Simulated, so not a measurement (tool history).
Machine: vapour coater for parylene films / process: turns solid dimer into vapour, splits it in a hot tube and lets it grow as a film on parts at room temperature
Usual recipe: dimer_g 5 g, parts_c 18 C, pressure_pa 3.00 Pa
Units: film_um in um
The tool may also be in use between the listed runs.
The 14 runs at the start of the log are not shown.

run 15 day=28.221 | dimer_g=5 parts_c=18 pressure_pa=3.00 | film_um=1.134
run 16 day=29.854 | dimer_g=5 parts_c=18 pressure_pa=3.00 | film_um=1.139
run 17 day=31.725 | dimer_g=5 parts_c=18 pressure_pa=3.00 | film_um=1.151
run 18 day=32.942 | dimer_g=6 parts_c=24 pressure_pa=4.91 | film_um=1.002
run 19 day=35.371 | dimer_g=4 parts_c=11 pressure_pa=2.88 | film_um=1.175
run 20 day=36.550 | dimer_g=6 parts_c=14 pressure_pa=2.78 | film_um=1.614
run 21 day=38.904 | dimer_g=5 parts_c=15 pressure_pa=3.00 | film_um=1.256
run 22 day=40.217 | dimer_g=5 parts_c=15 pressure_pa=3.00 | film_um=1.263
run 23 day=42.050 | dimer_g=9 parts_c=20 pressure_pa=3.00 | film_um=1.921
run 24 day=44.325 | dimer_g=9 parts_c=20 pressure_pa=3.00 | film_um=1.923
run 25 day=45.488 | dimer_g=5 parts_c=18 pressure_pa=2.39 | film_um=1.197
run 26 day=47.596 | dimer_g=4 parts_c=18 pressure_pa=5.52 | film_um=0.803
run 27 day=50.067 | dimer_g=4 parts_c=18 pressure_pa=3.76 | film_um=0.862
run 28 day=51.525 | dimer_g=5 parts_c=14 pressure_pa=2.43 | film_um=1.369
run 29 day=53.850 | dimer_g=3 parts_c=22 pressure_pa=4.86 | film_um=0.537
run 30 day=55.433 | dimer_g=2 parts_c=19 pressure_pa=3.23 | film_um=0.438
run 31 day=57.983 | dimer_g=3 parts_c=23 pressure_pa=9.03 | film_um=0.471
run 32 day=59.296 | dimer_g=3 parts_c=23 pressure_pa=9.03 | film_um=0.459
-- day=61.050 trap's valve overhauled
run 33 day=61.779 | dimer_g=5 parts_c=24 pressure_pa=3.08 | film_um=0.911

Each row is a separate what-if for the run after 33, all from the same tool condition, not one after another. Results?
run A day=62.979 | dimer_g=3 parts_c=12 pressure_pa=9.99 | film_um=?
run B day=62.979 | dimer_g=3 parts_c=24 pressure_pa=3.08 | film_um=?
run C day=62.979 | dimer_g=4 parts_c=14 pressure_pa=9.99 | film_um=?

run=A film_um=0.671
run=B film_um=0.552
run=C film_um=0.822
What these runs would have given with no unlogged condition in the tool:
run=A film_um=0.671
run=B film_um=0.552
run=C film_um=0.823
